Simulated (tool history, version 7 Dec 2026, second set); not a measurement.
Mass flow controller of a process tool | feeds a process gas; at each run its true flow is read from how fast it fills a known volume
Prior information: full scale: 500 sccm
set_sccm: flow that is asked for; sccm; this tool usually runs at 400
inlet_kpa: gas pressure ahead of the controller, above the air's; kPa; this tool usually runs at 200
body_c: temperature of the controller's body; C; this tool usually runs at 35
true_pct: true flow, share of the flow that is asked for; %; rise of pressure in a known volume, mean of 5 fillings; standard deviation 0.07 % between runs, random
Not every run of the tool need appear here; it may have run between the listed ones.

run 1 hour=0 | set_sccm=400 inlet_kpa=200 body_c=35 | true_pct=98.49
run 2 hour=105.9 | set_sccm=400 inlet_kpa=255 body_c=35 | true_pct=98.12
run 3 hour=183.3 | set_sccm=400 inlet_kpa=147 body_c=35 | true_pct=98.38
run 4 hour=298.6 | set_sccm=400 inlet_kpa=147 body_c=35 | true_pct=98.54
run 5 hour=393.6 | set_sccm=400 inlet_kpa=220 body_c=35 | true_pct=98.17
run 6 hour=459.4 | set_sccm=400 inlet_kpa=220 body_c=35 | true_pct=98.24
run 7 hour=570.5 | set_sccm=400 inlet_kpa=200 body_c=23 | true_pct=98.98
run 8 hour=650.4 | set_sccm=400 inlet_kpa=198 body_c=35 | true_pct=98.31
run 9 hour=714.6 | set_sccm=400 inlet_kpa=198 body_c=35 | true_pct=98.44
run 10 hour=773.5 | set_sccm=400 inlet_kpa=198 body_c=35 | true_pct=98.19
run 11 hour=866 | set_sccm=94 inlet_kpa=198 body_c=35 | true_pct=93.77
run 12 hour=1006.1 | set_sccm=400 inlet_kpa=206 body_c=35 | true_pct=98.3
run 13 hour=1123.7 | set_sccm=400 inlet_kpa=206 body_c=35 | true_pct=98.36
run 14 hour=1183.6 | set_sccm=400 inlet_kpa=211 body_c=35 | true_pct=98.31
run 15 hour=1278.3 | set_sccm=400 inlet_kpa=211 body_c=35 | true_pct=98.25
run 16 hour=1417.6 | set_sccm=400 inlet_kpa=200 body_c=35 | true_pct=98.26
run 17 hour=1478.2 | set_sccm=80 inlet_kpa=153 body_c=35 | true_pct=92.82
run 18 hour=1558.4 | set_sccm=207 inlet_kpa=165 body_c=23 | true_pct=97.09
run 19 hour=1681.6 | set_sccm=207 inlet_kpa=165 body_c=23 | true_pct=96.87
run 20 hour=1777 | set_sccm=207 inlet_kpa=165 body_c=23 | true_pct=97.05
run 21 hour=1877.5 | set_sccm=216 inlet_kpa=161 body_c=29 | true_pct=96.66
run 22 hour=1952.5 | set_sccm=358 inlet_kpa=172 body_c=22 | true_pct=98.63
run 23 hour=2043.3 | set_sccm=358 inlet_kpa=172 body_c=22 | true_pct=98.78
run 24 hour=2116 | set_sccm=358 inlet_kpa=172 body_c=22 | true_pct=98.7
run 25 hour=2179.4 | set_sccm=358 inlet_kpa=172 body_c=22 | true_pct=98.76
run 26 hour=2289.9 | set_sccm=81 inlet_kpa=200 body_c=29 | true_pct=92.52
run 27 hour=2387.3 | set_sccm=81 inlet_kpa=200 body_c=29 | true_pct=92.38
run 28 hour=2480.1 | set_sccm=400 inlet_kpa=159 body_c=25 | true_pct=98.89
run 29 hour=2551.2 | set_sccm=400 inlet_kpa=159 body_c=25 | true_pct=98.95
run 30 hour=2668.8 | set_sccm=229 inlet_kpa=154 body_c=20 | true_pct=97.26
run 31 hour=2797.1 | set_sccm=229 inlet_kpa=154 body_c=20 | true_pct=97.28
run 32 hour=2906.7 | set_sccm=400 inlet_kpa=162 body_c=31 | true_pct=98.49

Subtracting, for every run, the result it would have given without the tool's unlogged condition from the measured result gives the following. The same run-to-run variation enters both numbers; the gauge's scatter may not:
Hidden state at play: flow at rest that the sensor doesn't see, % of full scale; true flow over the shown one, %; drift of the gauge itself on true_pct, %.
run=1 true_pct=-0.4
run=2 true_pct=-0.41
run=3 true_pct=-0.41
run=4 true_pct=-0.42
run=5 true_pct=-0.44
run=6 true_pct=-0.44
run=7 true_pct=-0.45
run=8 true_pct=-0.46
run=9 true_pct=-0.47
run=10 true_pct=-0.47
run=11 true_pct=-3.1
run=12 true_pct=-0.5
run=13 true_pct=-0.51
run=14 true_pct=-0.51
run=15 true_pct=-0.52
run=16 true_pct=-0.54
run=17 true_pct=-4.14
run=18 true_pct=-1.4
run=19 true_pct=-1.43
run=20 true_pct=-1.45
run=21 true_pct=-1.4
run=22 true_pct=-0.7
run=23 true_pct=-0.71
run=24 true_pct=-0.71
run=25 true_pct=-0.72
run=26 true_pct=-4.68
run=27 true_pct=-4.76
run=28 true_pct=-0.64
run=29 true_pct=-0.64
run=30 true_pct=-1.47
run=31 true_pct=-1.5
run=32 true_pct=-0.68
